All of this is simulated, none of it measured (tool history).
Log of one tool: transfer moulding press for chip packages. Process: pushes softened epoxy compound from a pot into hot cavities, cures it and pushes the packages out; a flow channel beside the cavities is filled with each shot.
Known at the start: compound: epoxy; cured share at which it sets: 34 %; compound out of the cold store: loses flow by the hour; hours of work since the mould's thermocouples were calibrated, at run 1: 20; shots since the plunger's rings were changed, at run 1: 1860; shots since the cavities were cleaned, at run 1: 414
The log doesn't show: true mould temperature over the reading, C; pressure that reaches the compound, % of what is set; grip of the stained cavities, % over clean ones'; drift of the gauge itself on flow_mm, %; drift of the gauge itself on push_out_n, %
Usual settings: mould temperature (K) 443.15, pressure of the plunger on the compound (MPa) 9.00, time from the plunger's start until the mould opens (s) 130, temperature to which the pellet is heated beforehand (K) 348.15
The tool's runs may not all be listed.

run,hour,mould temperature (K),pressure of the plunger on the compound (MPa),time from the plunger's start until the mould opens (s),temperature to which the pellet is heated beforehand (K),hours of work since the mould's thermocouples were calibrated,shots since the plunger's rings were changed,shots since the cavities were cleaned,incoming compound's hours out of the cold store,length that the compound runs in the flow channel (mm),greatest force on the pins that push the packages out (N)
1,0.0,443.15,9.00,130,348.15,20,1860,414,33.9,710,759
# hour 6.0: cavities cleaned with cleaning compound and waxed
2,18.3,443.15,9.00,130,351.15,32,2019,116,39.2,696,586
3,27.4,443.15,9.00,130,351.15,38,2105,202,22.9,733,688
4,44.6,443.15,9.00,130,348.15,50,2268,365,9.5,770,763
# hour 56.9: cavities cleaned with cleaning compound and waxed
5,56.9,443.15,9.00,130,348.15,57,2370,0,16.0,741,533
6,72.0,443.15,9.00,130,348.15,68,2513,143,32.4,706,644
7,80.9,443.15,9.00,130,348.15,74,2597,227,36.8,701,689
8,89.2,443.15,9.00,130,348.15,80,2676,306,35.0,696,708
9,103.7,443.15,9.00,130,348.15,89,2813,443,27.8,717,804
# hour 106.8: cavities cleaned with cleaning compound and waxed
10,120.4,443.15,9.00,130,348.15,100,2957,129,20.6,727,642
11,132.4,443.15,9.00,130,348.15,108,3070,242,37.0,695,686
12,150.6,443.15,9.00,130,348.15,121,3242,414,44.8,670,737
# hour 156.7: cavities cleaned with cleaning compound and waxed
# hour 160.5: plunger's sealing rings changed
13,167.3,443.15,7.06,130,348.15,129,65,77,28.5,670,604
14,176.3,437.15,7.48,130,348.15,135,150,162,24.1,706,945
# hour 179.9: mould's thermocouples calibrated
15,186.1,443.15,9.00,117,348.15,4,223,235,11.2,800,909
16,202.3,443.15,8.29,151,348.15,15,376,388,9.7,757,634
# hour 211.4: cavities cleaned with cleaning compound and waxed
17,221.8,443.15,8.29,151,348.15,28,547,99,37.7,701,482
18,231.9,448.15,6.85,113,352.15,35,643,195,47.0,601,629
19,245.6,448.15,6.85,113,352.15,44,773,325,39.8,616,710
# hour 260.9: cavities cleaned with cleaning compound and waxed
20,260.9,448.15,6.85,113,352.15,53,903,0,12.7,674,542
21,276.2,448.15,9.06,118,352.15,64,1047,144,42.3,697,572
# hour 279.8: mould's thermocouples calibrated, once more
22,296.7,443.15,8.37,130,348.15,12,1223,320,18.2,727,725
23,308.1,443.15,8.37,130,348.15,19,1330,427,41.1,668,744
# hour 312.4: cavities cleaned with cleaning compound and waxed
24,323.4,443.15,8.37,130,348.15,29,1461,105,21.3,722,613

How the hidden state differs across the entries between the runs, from the last listed run before each to the first after it:
Between runs 1 and 2: cavities cleaned with cleaning compound and waxed (hour 6.0)
  true mould temperature over the reading, C: 0 -> -0.02; pressure that reaches the compound, % of what is set: 93.14 -> 92.59; grip of the stained cavities, % over clean ones': 43.1 -> 14.7
  measured less the result without the state, length that the compound runs in the flow channel (mm): -26 -> -28; greatest force on the pins that push the packages out (N): +228 -> +76
Between runs 4 and 5: cavities cleaned with cleaning compound and waxed (hour 56.9)
  true mould temperature over the reading, C: -0.06 -> -0.07; pressure that reaches the compound, % of what is set: 91.62 -> 91.2; grip of the stained cavities, % over clean ones': 40 -> 2.9
  measured less the result without the state, length that the compound runs in the flow channel (mm): -35 -> -35; greatest force on the pins that push the packages out (N): +222 -> +17
Between runs 9 and 10: cavities cleaned with cleaning compound and waxed (hour 106.8)
  true mould temperature over the reading, C: -0.14 -> -0.16; pressure that reaches the compound, % of what is set: 89.51 -> 88.93; grip of the stained cavities, % over clean ones': 48.4 -> 18.2
  measured less the result without the state, length that the compound runs in the flow channel (mm): -41 -> -43; greatest force on the pins that push the packages out (N): +265 -> +102
Between runs 12 and 13: cavities cleaned with cleaning compound and waxed (hour 156.7); plunger's sealing rings changed (hour 160.5)
  true mould temperature over the reading, C: -0.2 -> -0.22; pressure that reaches the compound, % of what is set: 87.8 -> 99.43; grip of the stained cavities, % over clean ones': 44.9 -> 11.4
  measured less the result without the state, length that the compound runs in the flow channel (mm): -44 -> -2; greatest force on the pins that push the packages out (N): +234 -> +67
Between runs 14 and 15: mould's thermocouples calibrated (hour 179.9)
  true mould temperature over the reading, C: -0.23 -> -0.4; pressure that reaches the compound, % of what is set: 99.12 -> 98.87; grip of the stained cavities, % over clean ones': 21.1 -> 28.5
  measured less the result without the state, length that the compound runs in the flow channel (mm): -3 -> -4; greatest force on the pins that push the packages out (N): +176 -> +219
Between runs 16 and 17: cavities cleaned with cleaning compound and waxed (hour 211.4)
  true mould temperature over the reading, C: -0.42 -> -0.44; pressure that reaches the compound, % of what is set: 98.24 -> 97.55; grip of the stained cavities, % over clean ones': 42.4 -> 12.7
  measured less the result without the state, length that the compound runs in the flow channel (mm): -6 -> -8; greatest force on the pins that push the packages out (N): +195 -> +59
Between runs 19 and 20: cavities cleaned with cleaning compound and waxed (hour 260.9)
  true mould temperature over the reading, C: -0.48 -> -0.49; pressure that reaches the compound, % of what is set: 96.68 -> 96.17; grip of the stained cavities, % over clean ones': 36.5 -> 0.5
  measured less the result without the state, length that the compound runs in the flow channel (mm): -10 -> -12; greatest force on the pins that push the packages out (N): +201 -> +16
Between runs 21 and 22: mould's thermocouples calibrated, once more (hour 279.8)
  true mould temperature over the reading, C: -0.52 -> -0.01; pressure that reaches the compound, % of what is set: 95.61 -> 94.91; grip of the stained cavities, % over clean ones': 18.7 -> 36.6
  measured less the result without the state, length that the compound runs in the flow channel (mm): -15 -> -19; greatest force on the pins that push the packages out (N): +99 -> +195
Between runs 23 and 24: cavities cleaned with cleaning compound and waxed (hour 312.4)
  true mould temperature over the reading, C: -0.02 -> -0.04; pressure that reaches the compound, % of what is set: 94.5 -> 93.97; grip of the stained cavities, % over clean ones': 45.3 -> 15.8
  measured less the result without the state, length that the compound runs in the flow channel (mm): -20 -> -23; greatest force on the pins that push the packages out (N): +232 -> +86

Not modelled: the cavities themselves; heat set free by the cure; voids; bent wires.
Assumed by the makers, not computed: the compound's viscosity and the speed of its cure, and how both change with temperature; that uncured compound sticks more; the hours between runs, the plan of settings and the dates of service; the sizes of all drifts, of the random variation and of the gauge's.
